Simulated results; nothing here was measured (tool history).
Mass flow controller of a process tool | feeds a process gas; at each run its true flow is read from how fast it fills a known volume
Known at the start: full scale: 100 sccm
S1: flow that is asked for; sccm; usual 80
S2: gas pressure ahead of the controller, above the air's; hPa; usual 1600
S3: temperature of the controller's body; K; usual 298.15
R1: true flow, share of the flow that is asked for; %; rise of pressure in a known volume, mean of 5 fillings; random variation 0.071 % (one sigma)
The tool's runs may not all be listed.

run	hour	S1	S2	S3	R1
1	0.0	80	1600	298.15	99.65
2	56.6	80	1600	298.15	99.57
3	120.1	80	2620	298.15	99.66
4	195.9	80	2620	297.15	99.68
5	279.9	11	1600	298.15	98.34
6	335.4	11	1600	298.15	98.42
7	401.5	40	1600	298.15	98.63
8	485.5	64	1600	298.15	99.01
9	545.1	20	1600	298.15	98.16
10	589.8	20	1400	298.15	98.25
11	657.1	20	1400	298.15	98.13
12	694.8	20	1400	298.15	98.10
13	769.7	80	1600	298.15	98.83
14	826.5	80	1600	298.15	98.78
15	891.2	80	1600	298.15	98.63
16	930.1	80	1600	298.15	98.65
17	1009.0	31	1600	298.15	98.01
18	1058.9	31	1600	298.15	97.82
19	1138.2	31	1600	298.15	97.69
20	1200.4	18	1500	309.15	96.88
21	1282.5	36	1500	297.15	97.77
22	1349.2	36	2450	312.15	96.89
23	1404.7	36	2450	312.15	96.70
24	1455.5	30	2490	304.15	97.16
25	1504.3	30	2490	304.15	97.19
26	1552.4	30	2490	304.15	96.98
27	1593.1	30	2490	304.15	96.97
# hour 1622.3: gauge calibrated
28	1663.6	13	1740	304.15	98.47
29	1734.5	48	1600	295.15	99.34
30	1775.3	72	1600	294.15	99.66
31	1824.1	67	1850	308.15	98.77
32	1875.7	67	1850	308.15	98.63
33	1952.0	67	1850	308.15	98.53
34	2012.4	17	1490	308.15	97.84
35	2056.2	19	2500	305.15	98.08
36	2103.4	19	2500	305.15	98.05
37	2164.5	19	2500	305.15	98.07

Forecast each of these 5 alternatives for the next run:
A	2228.2	22	2500	299.15	?
B	2228.2	34	1560	313.15	?
C	2228.2	19	2500	299.15	?
D	2228.2	19	2600	305.15	?
E	2228.2	12	1460	312.15	?

run	R1
A	98.30
B	97.58
C	98.28
D	98.07
E	97.11
Without the tool's hidden state the same runs would have given:
run	R1
A	98.97
B	98.25
C	98.95
D	98.74
E	97.76

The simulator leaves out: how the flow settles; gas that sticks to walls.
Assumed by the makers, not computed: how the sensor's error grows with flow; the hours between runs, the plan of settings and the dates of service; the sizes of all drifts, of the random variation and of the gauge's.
